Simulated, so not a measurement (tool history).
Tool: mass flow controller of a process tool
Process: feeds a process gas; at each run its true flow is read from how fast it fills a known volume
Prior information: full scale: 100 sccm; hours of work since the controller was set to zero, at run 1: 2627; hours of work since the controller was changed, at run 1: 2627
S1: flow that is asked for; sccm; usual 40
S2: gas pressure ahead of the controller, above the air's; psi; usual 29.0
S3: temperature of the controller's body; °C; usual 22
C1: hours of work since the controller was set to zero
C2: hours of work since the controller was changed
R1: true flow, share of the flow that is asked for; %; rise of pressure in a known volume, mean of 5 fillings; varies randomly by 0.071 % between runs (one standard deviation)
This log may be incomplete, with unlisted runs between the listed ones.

run,hour,S1,S2,S3,C1,C2,R1
1,0.0,40,29.0,22,2627,2627,99.80
2,403.7,40,29.0,22,2819,2819,99.80
3,679.4,40,21.5,22,2950,2950,99.17
4,999.3,40,29.0,28,3102,3102,99.30
5,1341.6,40,29.0,22,3265,3265,99.56
6,1875.7,40,29.0,22,3519,3519,99.48
7,2379.4,40,25.5,22,3758,3758,99.18
8,2906.5,89,29.0,22,4009,4009,99.50
9,3401.4,89,29.0,22,4244,4244,99.42
10,3812.5,89,29.0,22,4440,4440,99.33
11,4094.1,40,29.0,22,4573,4573,99.02
12,4403.0,40,29.0,22,4720,4720,98.94
13,4792.9,40,29.0,22,4906,4906,98.97
14,5233.0,40,29.0,22,5115,5115,98.66
15,5626.4,20,27.3,22,5302,5302,98.60
16,5951.6,20,27.3,22,5456,5456,98.46
17,6356.9,20,29.2,33,5649,5649,98.07
18,6860.3,40,27.1,22,5888,5888,98.38
19,7377.0,30,29.0,20,6134,6134,98.33
20,7719.8,47,29.0,20,6297,6297,98.35
21,8146.5,47,29.0,20,6500,6500,98.28
22,8663.3,33,28.0,22,6745,6745,97.96
# hour 8743.6: controller exchanged for a calibrated one
23,8908.2,33,28.0,22,78,78,98.07
24,9254.8,76,32.5,25,243,243,98.25
25,9769.8,32,29.0,35,488,488,97.30
26,10158.9,40,28.1,22,673,673,97.81
27,10631.4,40,28.1,23,897,897,97.63

Consider 3 possible next runs. They are alternatives, not a sequence: every one starts from the tool as it was left by run 27. What does each give?
A,10882.9,24,29.0,22,1017,1017,?
B,10882.9,40,29.0,27,1017,1017,?
C,10882.9,17,29.0,35,1017,1017,?

run,R1
A,97.58
B,97.55
C,97.13
Without the tool's unlogged condition, the same runs would have read:
run,R1
A,99.75
B,99.71
C,99.28

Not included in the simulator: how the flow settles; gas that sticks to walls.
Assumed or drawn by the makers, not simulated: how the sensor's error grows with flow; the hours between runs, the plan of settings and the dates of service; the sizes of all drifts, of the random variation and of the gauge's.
